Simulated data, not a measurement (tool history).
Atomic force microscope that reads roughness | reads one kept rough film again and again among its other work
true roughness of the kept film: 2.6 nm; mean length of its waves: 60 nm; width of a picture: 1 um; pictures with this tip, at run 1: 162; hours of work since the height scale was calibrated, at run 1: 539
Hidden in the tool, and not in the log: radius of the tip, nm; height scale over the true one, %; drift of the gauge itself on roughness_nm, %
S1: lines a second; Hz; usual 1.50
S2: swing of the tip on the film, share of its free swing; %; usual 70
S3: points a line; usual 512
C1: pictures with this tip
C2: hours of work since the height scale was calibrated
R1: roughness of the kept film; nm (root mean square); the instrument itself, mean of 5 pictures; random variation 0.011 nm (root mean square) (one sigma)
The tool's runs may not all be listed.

| run | hour | S1 | S2 | S3 | C1 | C2 | R1 |
|---|---|---|---|---|---|---|---|
| 1 | 0.0 | 1.50 | 70 | 512 | 162 | 539 | 2.419 |
|  | 20.5 | new tip fitted |
| 2 | 25.3 | 1.50 | 61 | 512 | 10 | 555 | 2.540 |
| 3 | 57.8 | 1.50 | 61 | 512 | 78 | 575 | 2.482 |
| 4 | 83.7 | 1.50 | 61 | 512 | 132 | 592 | 2.444 |
|  | 116.9 | new tip fitted |
| 5 | 117.3 | 1.50 | 70 | 512 | 1 | 613 | 2.506 |
| 6 | 153.3 | 1.50 | 70 | 512 | 75 | 636 | 2.445 |
| 7 | 173.9 | 1.50 | 70 | 512 | 118 | 649 | 2.423 |
| 8 | 192.0 | 1.50 | 70 | 512 | 156 | 660 | 2.397 |
|  | 214.6 | new tip fitted |
| 9 | 218.0 | 1.50 | 70 | 512 | 7 | 676 | 2.514 |
| 10 | 244.9 | 1.50 | 70 | 512 | 63 | 693 | 2.471 |
| 11 | 273.8 | 1.50 | 70 | 512 | 123 | 712 | 2.426 |
| 12 | 295.8 | 1.50 | 70 | 512 | 169 | 726 | 2.406 |
|  | 312.8 | new tip fitted |
| 13 | 322.5 | 1.50 | 71 | 512 | 20 | 742 | 2.496 |
| 14 | 363.9 | 1.50 | 71 | 512 | 106 | 769 | 2.433 |
| 15 | 404.9 | 1.50 | 71 | 512 | 191 | 795 | 2.376 |
|  | 409.4 | new tip fitted |
| 16 | 427.6 | 1.50 | 71 | 512 | 37 | 809 | 2.482 |
| 17 | 465.5 | 3.52 | 71 | 512 | 116 | 833 | 2.343 |
| 18 | 488.0 | 3.52 | 71 | 512 | 163 | 847 | 2.312 |
|  | 507.0 | new tip fitted |
| 19 | 514.9 | 1.50 | 86 | 512 | 17 | 864 | 2.404 |
| 20 | 549.0 | 1.50 | 86 | 512 | 88 | 885 | 2.351 |
| 21 | 580.5 | 1.50 | 86 | 512 | 153 | 905 | 2.351 |
|  | 605.6 | new tip fitted |
| 22 | 615.6 | 1.50 | 86 | 512 | 21 | 927 | 2.419 |
| 23 | 642.0 | 1.50 | 86 | 512 | 76 | 944 | 2.401 |
|  | 646.3 | height scale calibrated on a step standard |
| 24 | 674.1 | 1.50 | 86 | 512 | 141 | 18 | 2.346 |
|  | 702.9 | new tip fitted |
| 25 | 709.0 | 1.50 | 86 | 512 | 13 | 40 | 2.414 |
| 26 | 732.6 | 1.50 | 70 | 512 | 62 | 54 | 2.489 |
| 27 | 753.1 | 1.29 | 70 | 512 | 105 | 67 | 2.469 |
| 28 | 776.4 | 1.29 | 70 | 512 | 153 | 82 | 2.416 |
|  | 801.4 | new tip fitted |
| 29 | 806.3 | 1.50 | 82 | 315 | 10 | 101 | 2.461 |
| 30 | 827.5 | 1.50 | 82 | 315 | 54 | 114 | 2.439 |
| 31 | 864.3 | 2.86 | 79 | 655 | 131 | 138 | 2.316 |
|  | 874.1 | height scale calibrated on a step standard, once more |
| 32 | 883.9 | 2.86 | 79 | 655 | 169 | 6 | 2.278 |
|  | 898.9 | new tip fitted |
| 33 | 926.1 | 0.99 | 76 | 795 | 56 | 33 | 2.454 |
| 34 | 953.2 | 2.17 | 64 | 570 | 112 | 50 | 2.434 |
| 35 | 970.6 | 1.50 | 83 | 512 | 149 | 61 | 2.338 |
|  | 995.4 | new tip fitted |
| 36 | 997.6 | 0.56 | 64 | 355 | 5 | 78 | 2.532 |
| 37 | 1015.0 | 0.56 | 64 | 355 | 41 | 89 | 2.511 |

Forecast run 38:
| 38 | 1038.7 | 0.56 | 64 | 355 | 90 | 104 | ? |

Run 38 gave R1 2.467 nm (root mean square).
Without the tool's hidden state the same run would have given R1 2.521 nm (root mean square).
